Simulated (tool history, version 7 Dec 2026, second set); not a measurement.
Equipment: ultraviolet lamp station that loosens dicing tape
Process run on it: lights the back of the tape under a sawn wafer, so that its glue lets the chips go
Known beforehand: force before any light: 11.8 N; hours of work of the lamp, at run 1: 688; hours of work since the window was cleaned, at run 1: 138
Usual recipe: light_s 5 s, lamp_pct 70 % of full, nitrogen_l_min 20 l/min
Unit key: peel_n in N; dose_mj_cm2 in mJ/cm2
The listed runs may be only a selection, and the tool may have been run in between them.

run	hour	light_s	lamp_pct	nitrogen_l_min	hours of work of the lamp	hours of work since the window was cleaned	peel_n	dose_mj_cm2
1	0	5	70	20	688	138	0.878	372
2	56.3	5	64	20	728	178	1.116	333
3	116.3	5	70	8	770	220	1.582	360
4	217	5	70	8	842	292	1.649	349
5	259.2	5	70	8	872	322	1.732	348
6	315.1	5	70	8	911	361	1.789	336
7	400.6	5	70	20	972	422	1.106	334
8	485.6	5	70	20	1032	482	1.143	322
# hour 507.2: window cleaned of glue's vapour
9	583.8	5	70	20	1102	54	1.036	342
10	634.3	5	70	20	1138	90	1.075	330
11	725.2	5	70	20	1202	155	1.103	326
12	808.1	5	70	20	1261	214	1.198	319
13	868.6	5	70	20	1304	257	1.235	308
14	960	5	70	20	1369	321	1.283	308
15	1050.2	5	70	20	1433	385	1.303	295
16	1096.1	5	70	20	1465	418	1.436	299
17	1151.8	5	70	20	1505	457	1.446	286
# hour 1208.6: window cleaned of glue's vapour
18	1227	5	70	20	1558	13	1.383	304
19	1328.7	5	70	20	1630	85	1.406	294
20	1404.5	5	70	20	1684	139	1.492	285
21	1452.5	5	70	20	1718	173	1.512	289
22	1504.3	5	70	20	1755	210	1.557	278
23	1560.1	8	70	8	1794	249	1.057	432
24	1606.7	3	70	10	1827	283	4.285	162
25	1685.1	3	72	40	1883	338	2.897	161
# hour 1695.1: lamp changed
26	1774	3	72	40	56	401	1.407	256
27	1864.9	3	70	20	121	465	2.034	238
# hour 1906.1: window cleaned of glue's vapour
28	1955.8	4	70	20	185	35	1.075	338
29	2048.7	9	64	37	251	101	0.253	678
30	2114.3	4	81	17	297	148	0.932	368
31	2193.1	3	81	26	353	204	1.396	275
32	2240.4	5	61	19	387	237	1.049	340
33	2295.5	5	81	27	426	276	0.507	448
34	2376.7	5	99	20	483	334	0.426	542
35	2454.6	5	99	20	539	389	0.43	522
36	2548.2	5	99	20	605	456	0.443	518
37	2594.2	5	64	12	638	488	1.581	326
# hour 2604: window cleaned of glue's vapour
38	2672.2	4	69	14	693	48	1.672	302
39	2718.7	2	70	17	726	81	3.989	152
40	2773.8	5	87	24	765	120	0.505	457
41	2865.5	5	63	24	830	186	1.044	323
42	2952.8	5	61	21	892	248	1.247	311

What if the next run were any one of these 5? Each begins from the tool's condition after run 42:
A	3032	6	97	17	948	304	?	?
B	3032	8	64	10	948	304	?	?
C	3032	5	88	20	948	304	?	?
D	3032	6	79	21	948	304	?	?
E	3032	5	95	21	948	304	?	?

run	peel_n	dose_mj_cm2
A	0.391	565
B	0.707	500
C	0.639	438
D	0.505	465
E	0.527	465
With the hidden condition removed and each run's random variation left untouched, the same runs would have given:
run	peel_n	dose_mj_cm2
A	0.27	731
B	0.409	647
C	0.376	565
D	0.31	603
E	0.329	602
